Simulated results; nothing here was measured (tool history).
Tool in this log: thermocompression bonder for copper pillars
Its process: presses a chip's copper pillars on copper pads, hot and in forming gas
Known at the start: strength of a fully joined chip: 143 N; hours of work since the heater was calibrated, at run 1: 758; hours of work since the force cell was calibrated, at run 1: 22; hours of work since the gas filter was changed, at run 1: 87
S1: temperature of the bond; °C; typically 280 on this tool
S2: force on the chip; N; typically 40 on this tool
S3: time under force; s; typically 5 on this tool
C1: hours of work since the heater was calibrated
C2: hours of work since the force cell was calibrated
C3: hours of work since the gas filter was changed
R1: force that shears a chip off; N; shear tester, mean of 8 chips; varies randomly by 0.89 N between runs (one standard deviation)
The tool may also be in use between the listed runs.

run	hour	S1	S2	S3	C1	C2	C3	R1
1	0	280	40	5	758	22	87	107.5
2	8.3	280	40	5	762	27	91	108.8
3	16.6	280	40	5	767	31	96	107.1
4	25.8	280	54	5	772	36	101	118
5	32.5	280	40	5	775	40	104	106.6
6	42.2	280	40	5	781	45	110	106.6
7	47	280	40	11	783	48	112	123.5
8	54.4	280	40	11	787	52	116	123.3
9	59.7	280	40	6	790	55	119	111
10	70.7	280	40	5	796	61	125	107.2
11	76.9	280	40	5	800	64	129	105.8
12	85.7	280	40	5	804	69	134	106
13	91	280	40	5	807	72	136	106.1
14	101.7	280	40	5	813	78	142	106.6
15	109.4	280	40	5	817	82	146	105.7
16	114.5	280	40	5	820	85	149	106.1
17	119.3	280	40	5	823	87	152	106.6
18	129.2	280	40	5	828	93	157	106.7
19	136.7	280	40	5	832	97	161	106.9
20	143.9	280	40	6	836	101	165	108.9
21	152.4	280	40	6	841	105	170	110.4
22	158.8	280	55	5	844	109	173	118.8
23	168.9	280	55	5	850	114	179	117.6
24	174.2	280	55	5	853	117	182	116.9
25	184.1	294	33	12	858	123	187	126.3
26	194.3	294	38	9	864	128	193	124.1
27	203.7	253	57	5	869	133	198	99.7
28	213.7	253	57	7	874	139	203	106.1
29	220.7	264	57	3	878	143	207	93.7
30	225.2	278	57	3	881	145	210	105.9
31	230.1	280	34	5	883	148	212	98.1
32	235.9	267	49	4	886	151	216	98.5
33	242.4	294	43	11	890	154	219	129.2
34	252.9	284	35	7	896	160	225	111.9
35	257.8	285	31	9	898	163	227	113.3
36	265.2	285	26	3	902	167	232	78.2
37	271.9	272	27	3	906	171	235	68.3
38	277.9	286	40	11	909	174	239	124.8
39	288.4	286	40	11	915	180	244	124.4

Pick out some run-to-run changes in R1. Of each, how much would a tool without hidden state show as well, from the settings, what came in and chance, and how much is left for the hidden state and any gauge scatter not in both results compared?
Unlogged tool condition in this case: true temperature of the bond over the reading, C; force that reaches the chip, % of what is set; oxide that the forming gas leaves, % of the face; drift of the gauge itself on shear_n, %.
Run 26 -> 27: S1 294 -> 253, S2 38 -> 57, S3 9 -> 5. R1 -24.4 N: hidden state +2.8, all else -27.2.
Run 32 -> 33: S1 267 -> 294, S2 49 -> 43, S3 4 -> 11. R1 +30.7 N: hidden state -3.8, all else +34.5.
Run 35 -> 36: S2 31 -> 26, S3 9 -> 3. R1 -35.1 N: hidden state +1.8, all else -36.9.
Run 37 -> 38: S1 272 -> 286, S2 27 -> 40, S3 3 -> 11. R1 +56.5 N: hidden state -3.8, all else +60.3.
